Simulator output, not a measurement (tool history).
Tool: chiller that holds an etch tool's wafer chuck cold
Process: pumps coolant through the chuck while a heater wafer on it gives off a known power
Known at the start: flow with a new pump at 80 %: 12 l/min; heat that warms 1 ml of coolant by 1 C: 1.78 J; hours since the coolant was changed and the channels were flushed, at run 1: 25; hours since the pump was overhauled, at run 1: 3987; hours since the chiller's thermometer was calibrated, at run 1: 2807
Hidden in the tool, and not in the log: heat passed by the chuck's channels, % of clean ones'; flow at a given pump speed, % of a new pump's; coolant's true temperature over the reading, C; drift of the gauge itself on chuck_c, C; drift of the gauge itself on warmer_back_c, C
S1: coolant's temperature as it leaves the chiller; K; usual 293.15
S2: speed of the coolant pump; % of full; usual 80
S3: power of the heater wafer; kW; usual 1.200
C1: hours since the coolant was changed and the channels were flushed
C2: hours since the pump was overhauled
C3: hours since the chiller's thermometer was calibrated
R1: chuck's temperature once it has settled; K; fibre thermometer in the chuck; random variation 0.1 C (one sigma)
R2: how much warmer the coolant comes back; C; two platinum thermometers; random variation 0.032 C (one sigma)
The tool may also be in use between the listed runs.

| run | day | S1 | S2 | S3 | C1 | C2 | C3 | R1 | R2 |
|---|---|---|---|---|---|---|---|---|---|
| 1 | 0.000 | 293.15 | 80 | 1.200 | 25 | 3987 | 2807 | 303.35 | 3.38 |
| 2 | 3.667 | 293.15 | 80 | 1.200 | 113 | 4075 | 2895 | 303.35 | 3.36 |
| 3 | 7.888 | 293.15 | 80 | 1.200 | 214 | 4176 | 2997 | 303.55 | 3.38 |
| 4 | 11.421 | 293.15 | 80 | 1.200 | 299 | 4261 | 3082 | 303.45 | 3.42 |
|  | 14.608 | chiller's thermometer calibrated |
| 5 | 14.958 | 293.15 | 80 | 1.200 | 383 | 4345 | 8 | 303.45 | 3.44 |
| 6 | 18.296 | 293.15 | 80 | 1.200 | 463 | 4425 | 88 | 303.25 | 3.38 |
| 7 | 23.121 | 293.15 | 80 | 1.200 | 579 | 4541 | 204 | 303.45 | 3.38 |
| 8 | 28.654 | 293.15 | 80 | 1.200 | 712 | 4674 | 337 | 303.35 | 3.34 |
| 9 | 34.029 | 293.15 | 80 | 1.200 | 840 | 4803 | 466 | 303.45 | 3.34 |
| 10 | 40.017 | 293.15 | 67 | 1.200 | 984 | 4946 | 610 | 304.95 | 4.23 |
| 11 | 43.704 | 289.15 | 80 | 1.200 | 1073 | 5035 | 698 | 299.25 | 3.45 |
| 12 | 47.096 | 289.15 | 80 | 1.200 | 1154 | 5116 | 780 | 299.45 | 3.38 |
| 13 | 52.517 | 293.15 | 80 | 1.200 | 1284 | 5246 | 910 | 303.45 | 3.42 |
| 14 | 55.338 | 293.15 | 80 | 1.200 | 1352 | 5314 | 978 | 303.45 | 3.44 |
|  | 57.379 | coolant pump overhauled |
| 15 | 58.471 | 293.15 | 80 | 1.344 | 1422 | 26 | 1048 | 304.55 | 3.81 |
| 16 | 63.908 | 293.15 | 80 | 1.344 | 1553 | 157 | 1178 | 304.45 | 3.80 |
| 17 | 66.896 | 293.15 | 80 | 1.344 | 1624 | 228 | 1250 | 304.55 | 3.78 |
| 18 | 71.262 | 294.15 | 71 | 0.887 | 1729 | 333 | 1355 | 302.25 | 2.86 |
| 19 | 75.162 | 294.15 | 71 | 0.887 | 1823 | 427 | 1448 | 302.45 | 2.87 |
| 20 | 80.483 | 294.15 | 71 | 0.887 | 1950 | 555 | 1576 | 302.35 | 2.89 |
| 21 | 84.492 | 292.15 | 80 | 1.404 | 2047 | 651 | 1672 | 304.15 | 3.98 |
| 22 | 87.642 | 292.15 | 99 | 0.823 | 2122 | 726 | 1748 | 297.95 | 1.85 |

Run 23 comes next. What will it give?
| 23 | 91.312 | 296.15 | 69 | 1.766 | 2210 | 814 | 1836 | ? | ? |

Run 23 gave R1 313.15 K, R2 5.84 C.
Without the tool's hidden state the same run would have given R1 313.05 K, R2 5.84 C.

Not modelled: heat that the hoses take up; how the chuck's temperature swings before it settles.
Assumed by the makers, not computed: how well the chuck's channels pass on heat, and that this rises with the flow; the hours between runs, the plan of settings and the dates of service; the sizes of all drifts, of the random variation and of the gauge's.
